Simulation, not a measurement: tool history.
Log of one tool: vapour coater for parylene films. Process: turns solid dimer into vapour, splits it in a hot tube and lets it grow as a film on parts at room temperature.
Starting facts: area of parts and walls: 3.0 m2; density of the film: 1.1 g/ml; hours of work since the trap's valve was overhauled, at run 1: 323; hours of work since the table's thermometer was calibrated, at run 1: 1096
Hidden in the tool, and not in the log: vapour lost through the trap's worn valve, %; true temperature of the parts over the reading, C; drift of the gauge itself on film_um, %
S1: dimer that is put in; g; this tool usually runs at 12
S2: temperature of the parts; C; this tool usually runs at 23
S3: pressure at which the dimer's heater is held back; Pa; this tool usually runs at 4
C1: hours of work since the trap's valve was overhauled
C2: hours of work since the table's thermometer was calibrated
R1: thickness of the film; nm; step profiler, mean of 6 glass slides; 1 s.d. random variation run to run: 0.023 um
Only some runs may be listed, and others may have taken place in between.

run	day	S1	S2	S3	C1	C2	R1
1	0	12	23	4	323	1096	2380
2	1.388	12	23	2.15	353	1126	2410
# day 1.962: trap's valve overhauled
3	2.892	12	23	2.15	20	1154	2290
4	3.85	12	23	2.15	41	1175	2220
5	5.079	12	23	4	67	1201	2100
# day 6.217: trap's valve overhauled, once more
6	6.308	12	23	4	2	1224	2640
7	7.608	12	23	4	30	1252	2560
8	8.625	12	23	4	52	1274	2610
9	9.312	12	23	4	67	1289	2560
10	10.5	8	23	4	92	1314	1690
11	11.908	8	23	4	122	1345	1680
12	12.646	12	23	4	138	1361	2510
13	13.646	12	20	4	160	1382	2880
14	14.696	12	20	4	182	1405	2840
15	15.967	12	20	4	210	1432	2780
16	17.167	12	20	4	235	1458	2750
17	18.608	12	23	4	266	1489	2400
18	19.371	12	23	4	283	1505	2380
19	20.192	12	23	4	300	1523	2350
20	21.412	12	17	4.8	327	1549	3050
21	22.388	12	23	3.83	348	1570	2300
# day 23.229: trap's valve overhauled
22	23.838	12	23	3.83	13	1598	2610
23	24.746	12	32	4	33	1617	1710
24	25.675	7	24	7.42	53	1637	1390
25	26.446	7	33	8.48	69	1654	900
26	27.908	6	15	11.14	101	1685	1720
27	28.562	12	23	3.91	115	1699	2600
28	29.992	20	23	11.9	145	1730	3810
29	30.917	14	32	7.85	165	1750	1830
30	31.904	11	26	10.5	186	1771	1860
31	33.008	11	26	10.5	210	1795	1830
32	34.112	11	22	10.5	234	1818	2110
33	34.712	7	29	4	247	1831	1050
34	35.379	11	23	4	261	1846	2210
35	36.196	11	23	4	279	1863	2170
36	37.638	11	23	4	310	1894	2140
37	38.333	15	23	4.22	325	1909	2860
38	39.267	8	20	3.88	345	1929	1750

What if the next run were any one of these 4? Each begins from the tool's condition after run 38:
# day 40.329: trap's valve overhauled
A	40.85	5	27	9.05	11	1960	?
# day 40.329: trap's valve overhauled
B	40.85	12	24	4.26	11	1960	?
# day 40.329: trap's valve overhauled
C	40.85	12	32	3.35	11	1960	?
# day 40.329: trap's valve overhauled
D	40.85	16	20	9.16	11	1960	?

run	R1
A	850
B	2450
C	1730
D	3840
With the hidden condition removed and each run's random variation left untouched, the same runs would have given:
run	R1
A	870
B	2520
C	1780
D	3950

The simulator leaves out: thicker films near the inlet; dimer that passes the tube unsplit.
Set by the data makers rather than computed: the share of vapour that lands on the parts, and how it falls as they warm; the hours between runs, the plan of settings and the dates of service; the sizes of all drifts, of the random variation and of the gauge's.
